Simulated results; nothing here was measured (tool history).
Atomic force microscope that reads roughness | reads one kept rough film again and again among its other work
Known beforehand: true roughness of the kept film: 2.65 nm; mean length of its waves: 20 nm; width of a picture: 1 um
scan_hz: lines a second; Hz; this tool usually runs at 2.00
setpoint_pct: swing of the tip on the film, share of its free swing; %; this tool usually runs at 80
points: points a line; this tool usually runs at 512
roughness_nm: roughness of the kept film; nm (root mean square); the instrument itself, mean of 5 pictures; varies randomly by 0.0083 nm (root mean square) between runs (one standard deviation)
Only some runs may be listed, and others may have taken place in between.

run	hour	scan_hz	setpoint_pct	points	roughness_nm
1	0.0	2.00	80	512	1.819
2	15.9	2.00	80	512	1.835
3	37.6	1.04	80	512	1.985
4	64.2	2.25	80	512	1.789
5	92.0	2.00	80	553	1.826
6	120.0	2.00	80	553	1.841
7	133.3	2.00	80	553	1.822
8	159.0	0.75	80	553	2.056
9	178.4	2.00	80	842	1.845
10	202.2	2.00	73	842	1.946
11	225.8	2.00	73	842	1.947
12	243.7	2.00	80	512	1.825
13	255.8	0.54	80	512	2.092
14	280.3	0.54	80	512	2.106
15	302.3	0.54	80	512	2.077
16	325.7	0.54	80	512	2.088
17	341.5	0.54	80	512	2.089
18	355.1	0.54	56	512	2.192
19	367.8	0.54	81	512	2.092
20	384.5	0.54	81	512	2.093
21	399.5	2.00	80	512	1.821
22	415.3	2.00	80	512	1.812
23	440.4	2.00	80	512	1.816
24	467.3	2.00	80	512	1.826
25	488.2	2.00	89	494	1.677
26	509.6	2.00	89	494	1.683
27	526.5	2.87	79	611	1.715
28	539.9	2.87	79	611	1.721
29	556.7	2.00	79	318	1.824
30	579.9	2.00	58	311	2.049
31	599.4	1.02	62	778	2.141
32	614.9	2.00	80	512	1.817
33	631.4	2.15	80	512	1.805
34	649.3	2.06	72	885	1.943
35	673.2	2.06	72	885	1.949
36	687.5	2.00	56	624	2.114
37	708.2	2.00	56	624	2.130
38	732.2	2.00	80	698	1.843
39	758.5	2.00	70	616	1.967
40	781.0	3.96	71	887	1.766
41	808.0	1.68	70	769	1.995
42	824.6	2.00	80	340	1.794
43	839.7	2.00	80	340	1.805
44	851.6	2.00	80	545	1.824
45	863.4	2.00	80	545	1.828
46	879.0	2.00	56	285	2.060

Not shown here: 3 entries made in the log between runs. Locate each between two listed runs and compare the hidden state at the listed run before it with the hidden state at the listed run after it:
Between runs 10 and 11: new tip fitted (hour 221.6)
  radius of the tip, nm: 7.2 -> 7
  measured value less the no-hidden-state value, roughness_nm: -0.010 -> -0.001 nm (root mean square)
Between runs 23 and 24: new tip fitted (hour 445.2)
  radius of the tip, nm: 7.2 -> 7
  measured value less the no-hidden-state value, roughness_nm: -0.009 -> -0.002 nm (root mean square)
Between runs 34 and 35: new tip fitted (hour 667.6)
  radius of the tip, nm: 7.2 -> 7
  measured value less the no-hidden-state value, roughness_nm: -0.010 -> -0.001 nm (root mean square)
